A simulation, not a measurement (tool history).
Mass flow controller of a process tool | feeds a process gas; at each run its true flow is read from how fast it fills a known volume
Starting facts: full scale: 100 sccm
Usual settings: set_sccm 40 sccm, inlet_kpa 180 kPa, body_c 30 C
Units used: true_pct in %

run     day  set_sccm  inlet_kpa  body_c  true_pct
  1       0        40        180      30     98.02
  2   2.129        40        180      40     96.73
  3   5.262        40        180      40     96.79
  4   7.742        40        180      40     96.87
  5   9.483        40        180      40      96.8
  6  12.617        40        180      30     98.07
  7    15.6        40        180      30     98.06
  8  18.788        40        180      30        98
  9  22.762        40        180      30     98.16
 10  25.567        40        205      30     97.89
 11  27.738        40        205      30     97.89
 12  31.208        40        180      30     98.04
 13  34.929        40        180      25     98.52
 14  37.488        25        180      30     97.12
 15  41.379        25        180      30     96.93
 16  43.296        40        144      35     97.65
 17  47.033        40        144      35     97.75
 18  50.242        21        145      35      96.2
 19    52.9        26        180      22     97.99
 20  56.108        62        225      26     98.95
 21  59.396        62        225      26     98.93
 22  61.604        25        179      27     97.37
 23  64.321        41        223      34     97.26
 24   68.15        41        223      34     97.26
 25  72.058        41        223      34     97.34

Forecast each of these 3 alternatives for the next run:
  A  75.492        21        165      30         ?
  B  75.492        12        259      34         ?
  C  75.492        40        231      39         ?

run  true_pct
  A     96.56
  B     93.39
  C     96.57
Without the tool's hidden state the same runs would have given:
run  true_pct
  A     98.01
  B     96.62
  C     96.89
